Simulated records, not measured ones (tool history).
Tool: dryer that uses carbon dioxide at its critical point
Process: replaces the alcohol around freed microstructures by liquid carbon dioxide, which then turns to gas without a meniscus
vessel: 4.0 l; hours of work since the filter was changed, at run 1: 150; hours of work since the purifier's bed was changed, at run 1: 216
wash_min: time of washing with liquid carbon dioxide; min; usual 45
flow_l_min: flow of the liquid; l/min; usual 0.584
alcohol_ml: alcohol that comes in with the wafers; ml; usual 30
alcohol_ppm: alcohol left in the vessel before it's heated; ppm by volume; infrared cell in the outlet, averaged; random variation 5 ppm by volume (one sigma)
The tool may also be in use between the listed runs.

run,hour,wash_min,flow_l_min,alcohol_ml,hours of work since the filter was changed,hours of work since the purifier's bed was changed,alcohol_ppm
1,0,45,0.584,30,150,216,104
2,7.2,45,0.584,30,153,219,114
3,15,45,0.584,49,156,222,117
4,30.2,45,0.651,30,162,228,108
5,39.4,45,0.651,30,166,232,109
6,48.4,45,0.651,30,169,235,107
7,59.7,45,0.651,30,174,240,113
8,69.4,45,0.651,30,178,244,111
9,78.6,45,0.651,30,181,248,108
10,90.1,62,0.584,30,186,252,107
11,99.9,62,0.584,30,190,256,112
12,108.5,62,0.584,30,194,260,117
13,116,71,0.584,30,197,263,106
14,125.9,29,0.584,30,201,267,266
15,137.6,29,0.584,30,205,271,270
16,149.3,29,0.584,30,210,276,267
17,164.4,29,0.584,30,216,282,281
18,171,29,0.584,30,219,285,271
19,179.1,29,0.584,30,222,288,273
20,185.5,29,0.584,30,224,291,277
21,193.9,29,0.584,30,228,294,278
22,208.8,29,0.584,30,234,300,273
# hour 221.8: inlet filter changed
23,225.2,29,0.584,30,1,306,246
24,236.2,29,0.584,30,6,311,253
25,250.5,60,0.769,61,12,316,127
26,258.8,59,0.423,30,15,320,155
27,273.8,59,0.736,53,21,326,136
28,284.4,70,0.39,59,25,330,150
29,297.7,33,0.739,30,30,335,161
30,309.8,33,0.739,30,35,340,166
31,317.8,45,0.922,114,39,343,144
32,325.8,45,0.91,29,42,347,148
33,340.9,28,0.584,30,48,353,285
34,356.4,66,0.636,27,54,359,153
35,370.9,32,0.845,30,60,365,151
36,377.6,71,0.503,40,63,367,151
37,388.4,71,0.891,46,67,372,151
38,401.8,71,0.891,46,72,377,148
39,414.5,71,0.891,46,77,382,158
40,425.6,42,0.558,61,82,387,219
41,440,43,0.413,61,88,392,412
42,446.9,43,0.413,61,90,395,416
43,456.1,31,0.584,97,94,399,499
44,468.8,45,0.733,71,99,404,175
45,481.4,53,0.733,45,104,409,171
46,494.6,65,0.55,49,110,414,180
47,505.7,41,0.409,30,114,419,334

Hidden state or all else? Some run-to-run changes of alcohol_ppm, split into what the settings, what came in and random variation would give without the hidden state, and what is left for the hidden state (with any gauge scatter that isn't in both results):
The hidden state here: flow that reaches the vessel past the clogged filter, %; alcohol in the recycled carbon dioxide, ppm; drift of the gauge itself on alcohol_ppm, %.
Run 13 -> 14: wash_min 71 -> 29. alcohol_ppm +160 ppm by volume: hidden state +35, all else +125.
Run 22 -> 23: inlet filter changed. alcohol_ppm -27 ppm by volume: hidden state -30, all else +3.
Run 40 -> 41: wash_min 42 -> 43, flow_l_min 0.558 -> 0.413. alcohol_ppm +193 ppm by volume: hidden state +19, all else +174.
Run 43 -> 44: wash_min 31 -> 45, flow_l_min 0.584 -> 0.733, alcohol_ml 97 -> 71. alcohol_ppm -324 ppm by volume: hidden state -34, all else -290.
